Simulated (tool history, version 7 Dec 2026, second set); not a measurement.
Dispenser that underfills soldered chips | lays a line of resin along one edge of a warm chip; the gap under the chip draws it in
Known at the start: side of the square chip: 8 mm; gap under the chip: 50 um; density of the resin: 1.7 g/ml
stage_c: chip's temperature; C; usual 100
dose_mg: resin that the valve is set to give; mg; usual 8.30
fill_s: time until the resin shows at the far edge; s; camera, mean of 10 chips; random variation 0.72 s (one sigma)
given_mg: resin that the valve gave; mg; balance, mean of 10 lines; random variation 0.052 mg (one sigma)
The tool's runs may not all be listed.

{"run": 1, "hour": 0.0, "stage_c": 100, "dose_mg": 8.3, "fill_s": 68.7, "given_mg": 8.17}
{"run": 2, "hour": 13.7, "stage_c": 100, "dose_mg": 8.3, "fill_s": 79.3, "given_mg": 8.19}
{"run": 3, "hour": 24.6, "stage_c": 100, "dose_mg": 8.3, "fill_s": 80.1, "given_mg": 8.22}
{"run": 4, "hour": 33.9, "stage_c": 100, "dose_mg": 8.3, "fill_s": 75.3, "given_mg": 8.12}
{"run": 5, "hour": 43.5, "stage_c": 100, "dose_mg": 8.3, "fill_s": 67.8, "given_mg": 8.11}
{"run": 6, "hour": 50.3, "stage_c": 101, "dose_mg": 8.3, "fill_s": 99.0, "given_mg": 8.18}
{"run": 7, "hour": 61.4, "stage_c": 101, "dose_mg": 8.3, "fill_s": 107.0, "given_mg": 8.1}
{"run": 8, "hour": 72.4, "stage_c": 101, "dose_mg": 8.3, "fill_s": 104.4, "given_mg": 7.97}
{"run": 9, "hour": 84.5, "stage_c": 100, "dose_mg": 8.3, "fill_s": 112.3, "given_mg": 8.11}
{"run": 10, "hour": 95.7, "stage_c": 100, "dose_mg": 8.3, "fill_s": 117.7, "given_mg": 8.08}
{"run": 11, "hour": 105.3, "stage_c": 100, "dose_mg": 8.3, "fill_s": 108.5, "given_mg": 7.89}
{"run": 12, "hour": 119.1, "stage_c": 100, "dose_mg": 8.3, "fill_s": 69.1, "given_mg": 7.98}
{"run": 13, "hour": 131.3, "stage_c": 100, "dose_mg": 8.3, "fill_s": 71.7, "given_mg": 8.33}
{"run": 14, "hour": 139.5, "stage_c": 100, "dose_mg": 8.3, "fill_s": 113.9, "given_mg": 8.28}
{"run": 15, "hour": 154.0, "stage_c": 111, "dose_mg": 8.3, "fill_s": 54.4, "given_mg": 8.2}
{"run": 16, "hour": 164.1, "stage_c": 111, "dose_mg": 8.3, "fill_s": 51.0, "given_mg": 8.28}
{"run": 17, "hour": 172.3, "stage_c": 111, "dose_mg": 8.3, "fill_s": 85.2, "given_mg": 8.26}
{"run": 18, "hour": 185.8, "stage_c": 100, "dose_mg": 7.52, "fill_s": 77.7, "given_mg": 7.55}
{"run": 19, "hour": 192.0, "stage_c": 107, "dose_mg": 9.19, "fill_s": 87.1, "given_mg": 9.04}
{"run": 20, "hour": 205.2, "stage_c": 101, "dose_mg": 7.72, "fill_s": 70.0, "given_mg": 7.53}
{"run": 21, "hour": 214.3, "stage_c": 112, "dose_mg": 8.19, "fill_s": 81.9, "given_mg": 8.0}
{"run": 22, "hour": 224.5, "stage_c": 112, "dose_mg": 8.19, "fill_s": 75.0, "given_mg": 7.99}
{"run": 23, "hour": 234.0, "stage_c": 102, "dose_mg": 8.37, "fill_s": 91.8, "given_mg": 8.25}
{"run": 24, "hour": 247.2, "stage_c": 86, "dose_mg": 9.87, "fill_s": 182.0, "given_mg": 9.61}
{"run": 25, "hour": 260.6, "stage_c": 105, "dose_mg": 8.35, "fill_s": 61.6, "given_mg": 8.09}
{"run": 26, "hour": 273.3, "stage_c": 91, "dose_mg": 9.09, "fill_s": 112.2, "given_mg": 8.83}
{"run": 27, "hour": 281.5, "stage_c": 91, "dose_mg": 9.09, "fill_s": 100.4, "given_mg": 8.79}
{"run": 28, "hour": 295.5, "stage_c": 100, "dose_mg": 7.42, "fill_s": 93.2, "given_mg": 7.22}
{"run": 29, "hour": 306.4, "stage_c": 109, "dose_mg": 9.28, "fill_s": 68.0, "given_mg": 8.9}
{"run": 30, "hour": 313.5, "stage_c": 109, "dose_mg": 9.28, "fill_s": 55.1, "given_mg": 9.0}
{"run": 31, "hour": 324.1, "stage_c": 93, "dose_mg": 8.3, "fill_s": 91.7, "given_mg": 8.21}
{"run": 32, "hour": 335.4, "stage_c": 113, "dose_mg": 10.55, "fill_s": 49.4, "given_mg": 10.44}
{"run": 33, "hour": 347.7, "stage_c": 109, "dose_mg": 7.42, "fill_s": 62.0, "given_mg": 7.32}
{"run": 34, "hour": 359.5, "stage_c": 113, "dose_mg": 8.4, "fill_s": 58.2, "given_mg": 8.34}

Not shown: 35 entries that the log had between the listed runs. Between which runs, and how does the tool's hidden state differ before and after?
Between runs 1 and 2: new syringe of resin (hour 11.1)
  resin's viscosity, % of fresh resin's: 100.4 -> 118.1; dose that the valve gives, % of what is set: 98.73 -> 98.39; true chip temperature over the reading, C: -0.6 -> -0.66
  measured less the result without the state, fill_s: +1.7 -> +13.8 s; given_mg: -0.11 -> -0.13 mg
Between runs 2 and 3: new syringe of resin (hour 21.8)
  resin's viscosity, % of fresh resin's: 118.1 -> 117; dose that the valve gives, % of what is set: 98.39 -> 98.14; true chip temperature over the reading, C: -0.66 -> -0.72
  measured less the result without the state, fill_s: +13.8 -> +13.5 s; given_mg: -0.13 -> -0.15 mg
Between runs 3 and 4: new syringe of resin (hour 32.3)
  resin's viscosity, % of fresh resin's: 117 -> 110.7; dose that the valve gives, % of what is set: 98.14 -> 97.94; true chip temperature over the reading, C: -0.72 -> -0.76
  measured less the result without the state, fill_s: +13.5 -> +9.2 s; given_mg: -0.15 -> -0.17 mg
Between runs 4 and 5: new syringe of resin (hour 43.2)
  resin's viscosity, % of fresh resin's: 110.7 -> 100.4; dose that the valve gives, % of what is set: 97.94 -> 97.74; true chip temperature over the reading, C: -0.76 -> -0.81
  measured less the result without the state, fill_s: +9.2 -> +2.3 s; given_mg: -0.17 -> -0.19 mg
Between runs 6 and 7: new syringe of resin (hour 53.7)
  resin's viscosity, % of fresh resin's: 151 -> 160.8; dose that the valve gives, % of what is set: 97.58 -> 97.34; true chip temperature over the reading, C: -0.84 -> -0.89
  measured less the result without the state, fill_s: +35.4 -> +42.6 s; given_mg: -0.21 -> -0.22 mg
Between runs 7 and 8: new syringe of resin (hour 64.7)
  resin's viscosity, % of fresh resin's: 160.8 -> 158.5; dose that the valve gives, % of what is set: 97.34 -> 97.1; true chip temperature over the reading, C: -0.89 -> -0.94
  measured less the result without the state, fill_s: +42.6 -> +40.8 s; given_mg: -0.22 -> -0.24 mg
Between runs 8 and 9: new syringe of resin (hour 76.0)
  resin's viscosity, % of fresh resin's: 158.5 -> 166.8; dose that the valve gives, % of what is set: 97.1 -> 96.87; true chip temperature over the reading, C: -0.94 -> -1
  measured less the result without the state, fill_s: +40.8 -> +47.5 s; given_mg: -0.24 -> -0.26 mg
Between runs 9 and 10: new syringe of resin (hour 86.7)
  resin's viscosity, % of fresh resin's: 166.8 -> 171.9; dose that the valve gives, % of what is set: 96.87 -> 96.62; true chip temperature over the reading, C: -1 -> -1.05
  measured less the result without the state, fill_s: +47.5 -> +52.0 s; given_mg: -0.26 -> -0.28 mg
Between runs 10 and 11: new syringe of resin (hour 97.3)
  resin's viscosity, % of fresh resin's: 171.9 -> 156; dose that the valve gives, % of what is set: 96.62 -> 96.41; true chip temperature over the reading, C: -1.05 -> -1.1
  measured less the result without the state, fill_s: +52.0 -> +42.0 s; given_mg: -0.28 -> -0.30 mg
Between runs 11 and 12: new syringe of resin (hour 108.7); new syringe of resin (hour 119.1)
  resin's viscosity, % of fresh resin's: 156 -> 100.1; dose that the valve gives, % of what is set: 96.41 -> 96.08; true chip temperature over the reading, C: -1.1 -> -1.16
  measured less the result without the state, fill_s: +42.0 -> +3.0 s; given_mg: -0.30 -> -0.33 mg
Between runs 12 and 13: dispensing valve cleaned and set on the balance (hour 125.0); new syringe of resin (hour 130.4)
  resin's viscosity, % of fresh resin's: 100.1 -> 102.9; dose that the valve gives, % of what is set: 96.08 -> 100.07; true chip temperature over the reading, C: -1.16 -> -1.21
  measured less the result without the state, fill_s: +3.0 -> +4.8 s; given_mg: -0.33 -> +0.01 mg
Between runs 14 and 15: new syringe of resin (hour 141.1); new syringe of resin (hour 151.7)
  resin's viscosity, % of fresh resin's: 167.7 -> 114.7; dose that the valve gives, % of what is set: 99.9 -> 99.59; true chip temperature over the reading, C: -1.25 -> -1.31
  measured less the result without the state, fill_s: +48.7 -> +8.9 s; given_mg: -0.01 -> -0.03 mg
Between runs 15 and 16: new syringe of resin (hour 163.1)
  resin's viscosity, % of fresh resin's: 114.7 -> 105.7; dose that the valve gives, % of what is set: 99.59 -> 99.38; true chip temperature over the reading, C: -1.31 -> -1.36
  measured less the result without the state, fill_s: +8.9 -> +4.8 s; given_mg: -0.03 -> -0.05 mg
Between runs 17 and 18: new syringe of resin (hour 173.5); new syringe of resin (hour 184.2)
  resin's viscosity, % of fresh resin's: 172.8 -> 109.7; dose that the valve gives, % of what is set: 99.19 -> 98.91; true chip temperature over the reading, C: -1.4 -> -1.46
  measured less the result without the state, fill_s: +38.0 -> +10.4 s; given_mg: -0.07 -> -0.08 mg
Between runs 19 and 20: new syringe of resin (hour 195.0); new syringe of resin (hour 205.2)
  resin's viscosity, % of fresh resin's: 158.4 -> 100.8; dose that the valve gives, % of what is set: 98.75 -> 98.45; true chip temperature over the reading, C: -1.49 -> -1.55
  measured less the result without the state, fill_s: +34.7 -> +4.2 s; given_mg: -0.11 -> -0.12 mg
Between runs 21 and 22: new syringe of resin (hour 216.7)
  resin's viscosity, % of fresh resin's: 173.9 -> 158; dose that the valve gives, % of what is set: 98.24 -> 98.04; true chip temperature over the reading, C: -1.59 -> -1.64
  measured less the result without the state, fill_s: +37.2 -> +30.1 s; given_mg: -0.15 -> -0.16 mg
Between runs 22 and 23: new syringe of resin (hour 228.1)
  resin's viscosity, % of fresh resin's: 158 -> 140.4; dose that the valve gives, % of what is set: 98.04 -> 97.83; true chip temperature over the reading, C: -1.64 -> -1.68
  measured less the result without the state, fill_s: +30.1 -> +30.1 s; given_mg: -0.16 -> -0.18 mg
Between runs 23 and 24: new syringe of resin (hour 238.8)
  resin's viscosity, % of fresh resin's: 140.4 -> 161.7; dose that the valve gives, % of what is set: 97.83 -> 97.55; true chip temperature over the reading, C: -1.68 -> -1.74
  measured less the result without the state, fill_s: +30.1 -> +76.4 s; given_mg: -0.18 -> -0.24 mg
Between runs 24 and 25: new syringe of resin (hour 249.6); new syringe of resin (hour 259.9)
  resin's viscosity, % of fresh resin's: 161.7 -> 104.3; dose that the valve gives, % of what is set: 97.55 -> 97.26; true chip temperature over the reading, C: -1.74 -> -1.8
  measured less the result without the state, fill_s: +76.4 -> +6.1 s; given_mg: -0.24 -> -0.23 mg
Between runs 25 and 26: new syringe of resin (hour 270.4)
  resin's viscosity, % of fresh resin's: 104.3 -> 117.9; dose that the valve gives, % of what is set: 97.26 -> 97; true chip temperature over the reading, C: -1.8 -> -1.86
  measured less the result without the state, fill_s: +6.1 -> +23.1 s; given_mg: -0.23 -> -0.27 mg
Between runs 26 and 27: new syringe of resin (hour 280.8)
  resin's viscosity, % of fresh resin's: 117.9 -> 104.3; dose that the valve gives, % of what is set: 97 -> 96.84; true chip temperature over the reading, C: -1.86 -> -1.9
  measured less the result without the state, fill_s: +23.1 -> +10.5 s; given_mg: -0.27 -> -0.29 mg
Between runs 27 and 28: new syringe of resin (hour 291.4)
  resin's viscosity, % of fresh resin's: 104.3 -> 127.1; dose that the valve gives, % of what is set: 96.84 -> 96.51; true chip temperature over the reading, C: -1.9 -> -1.96
  measured less the result without the state, fill_s: +10.5 -> +25.1 s; given_mg: -0.29 -> -0.26 mg
Between runs 28 and 29: new syringe of resin (hour 301.9)
  resin's viscosity, % of fresh resin's: 127.1 -> 131.2; dose that the valve gives, % of what is set: 96.51 -> 96.28; true chip temperature over the reading, C: -1.96 -> -2.01
  measured less the result without the state, fill_s: +25.1 -> +19.6 s; given_mg: -0.26 -> -0.34 mg
Between runs 29 and 30: new syringe of resin (hour 312.3)
  resin's viscosity, % of fresh resin's: 131.2 -> 107.4; dose that the valve gives, % of what is set: 96.28 -> 96.12; true chip temperature over the reading, C: -2.01 -> -2.05
  measured less the result without the state, fill_s: +19.6 -> +7.2 s; given_mg: -0.34 -> -0.37 mg
Between runs 30 and 31: dispensing valve cleaned and set on the balance (hour 315.2); new syringe of resin (hour 323.9)
  resin's viscosity, % of fresh resin's: 107.4 -> 100.8; dose that the valve gives, % of what is set: 96.12 -> 99.54; true chip temperature over the reading, C: -2.05 -> -2.09
  measured less the result without the state, fill_s: +7.2 -> +7.0 s; given_mg: -0.37 -> -0.04 mg
Between runs 31 and 32: new syringe of resin (hour 334.2)
  resin's viscosity, % of fresh resin's: 100.8 -> 107.1; dose that the valve gives, % of what is set: 99.54 -> 99.29; true chip temperature over the reading, C: -2.09 -> -2.14
  measured less the result without the state, fill_s: +7.0 -> +6.2 s; given_mg: -0.04 -> -0.07 mg
Between runs 32 and 33: new syringe of resin (hour 345.3)
  resin's viscosity, % of fresh resin's: 107.1 -> 114.6; dose that the valve gives, % of what is set: 99.29 -> 99.02; true chip temperature over the reading, C: -2.14 -> -2.19
  measured less the result without the state, fill_s: +6.2 -> +11.7 s; given_mg: -0.07 -> -0.07 mg
Between runs 33 and 34: new syringe of resin (hour 355.8)
  resin's viscosity, % of fresh resin's: 114.6 -> 125.7; dose that the valve gives, % of what is set: 99.02 -> 98.76; true chip temperature over the reading, C: -2.19 -> -2.25
  measured less the result without the state, fill_s: +11.7 -> +15.0 s; given_mg: -0.07 -> -0.11 mg
